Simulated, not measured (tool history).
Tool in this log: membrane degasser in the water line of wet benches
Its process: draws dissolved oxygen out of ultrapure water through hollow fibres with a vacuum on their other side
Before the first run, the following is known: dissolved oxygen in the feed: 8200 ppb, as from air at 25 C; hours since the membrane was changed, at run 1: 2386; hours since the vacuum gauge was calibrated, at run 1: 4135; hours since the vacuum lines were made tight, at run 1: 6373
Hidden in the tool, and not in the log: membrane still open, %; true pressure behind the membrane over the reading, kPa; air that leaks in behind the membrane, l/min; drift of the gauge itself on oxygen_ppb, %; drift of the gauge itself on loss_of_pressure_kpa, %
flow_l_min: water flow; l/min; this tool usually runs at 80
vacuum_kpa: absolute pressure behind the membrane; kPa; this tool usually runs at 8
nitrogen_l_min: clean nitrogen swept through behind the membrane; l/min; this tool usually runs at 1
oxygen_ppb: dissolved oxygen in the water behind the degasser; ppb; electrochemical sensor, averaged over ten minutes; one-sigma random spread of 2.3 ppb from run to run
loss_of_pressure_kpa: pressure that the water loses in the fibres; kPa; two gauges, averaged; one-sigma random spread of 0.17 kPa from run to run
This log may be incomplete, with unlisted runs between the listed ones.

run    hour  flow_l_min  vacuum_kpa  nitrogen_l_min  hours since the membrane was changed  hours since the vacuum gauge was calibrated  hours since the vacuum lines were made tight  oxygen_ppb  loss_of_pressure_kpa
  1       0          80           8               1                                  2386                                         4135                                          6373       623.6                 28.29
  2    50.8          80           8               1                                  2437                                         4186                                          6424         622                  28.2
  3   138.2          80           8               1                                  2524                                         4273                                          6511       631.6                 28.23
  4   197.3          80           8               1                                  2583                                         4332                                          6570         627                 28.51
  5   275.4          80           8               1                                  2661                                         4410                                          6648         629                 28.25
  6   367.9          80           8               1                                  2754                                         4503                                          6741       629.8                 28.34
  7   471.1          80           8               1                                  2857                                         4606                                          6844       622.7                 28.39
  8   551.8          80           8            0.43                                  2937                                         4687                                          6925        1002                 28.44
  9   621.4          80           8            0.43                                  3007                                         4756                                          6994       995.1                 28.37
 10   682.1          80           8            0.43                                  3068                                         4817                                          7055       996.7                 28.37
 11   739.4          80           8            0.43                                  3125                                         4874                                          7112       999.8                 28.51
 12     833          80        4.95               1                                  3219                                         4968                                          7206       254.7                 28.59
      838.8  -- vacuum gauge calibrated
 13   926.8          80        4.95               1                                  3312                                           88                                          7299         263                 28.27
 14   994.2          63           8               1                                  3379                                          155                                          7367       542.8                 22.27
 15  1083.4          49           8               1                                  3469                                          245                                          7456         456                 17.54
 16  1138.4          49           8               1                                  3524                                          300                                          7511       457.7                 17.35
 17  1200.9          80        5.47               1                                  3586                                          362                                          7573       330.7                 28.28
 18  1298.4          98       17.45             1.6                                  3684                                          460                                          7671      1414.2                 34.84
       1368  -- vacuum gauge calibrated, once more
 19  1402.9          98       17.45             1.6                                  3788                                           35                                          7775      1379.6                 35.07
 20  1485.8          98       17.45             1.6                                  3870                                          118                                          7858      1384.3                 35.39
 21  1566.5          70        4.87            0.61                                  3951                                          199                                          7938       274.8                 24.88
 22  1660.6         122       11.86             1.6                                  4045                                          293                                          8032      1038.9                 43.25
 23  1727.9         122        6.73               1                                  4113                                          360                                          8100       603.9                 43.58
 24  1776.3         122        6.73               1                                  4161                                          408                                          8148       612.6                 43.65

5 options for the next run, each taken on its own from the tool as it stands now. Forecast them:
  A  1838.5         122        14.2               1                                  4223                                          471                                          8210           ?                     ?
  B  1838.5          53       16.38            1.49                                  4223                                          471                                          8210           ?                     ?
  C  1838.5         122        6.73            0.94                                  4223                                          471                                          8210           ?                     ?
  D  1838.5         101        6.73            0.66                                  4223                                          471                                          8210           ?                     ?
  E  1838.5          80       15.24               1                                  4223                                          471                                          8210           ?                     ?

run  oxygen_ppb  loss_of_pressure_kpa
  A      1685.5                 43.55
  B       884.4                 18.85
  C       630.7                 43.52
  D       669.5                 35.86
  E      1407.3                 28.46
Stripped of hidden state, with their random variation kept, the same runs would have yielded:
run  oxygen_ppb  loss_of_pressure_kpa
  A      1683.4                 42.41
  B       880.5                 18.36
  C       623.9                 42.37
  D       664.8                 34.91
  E      1406.1                 27.71
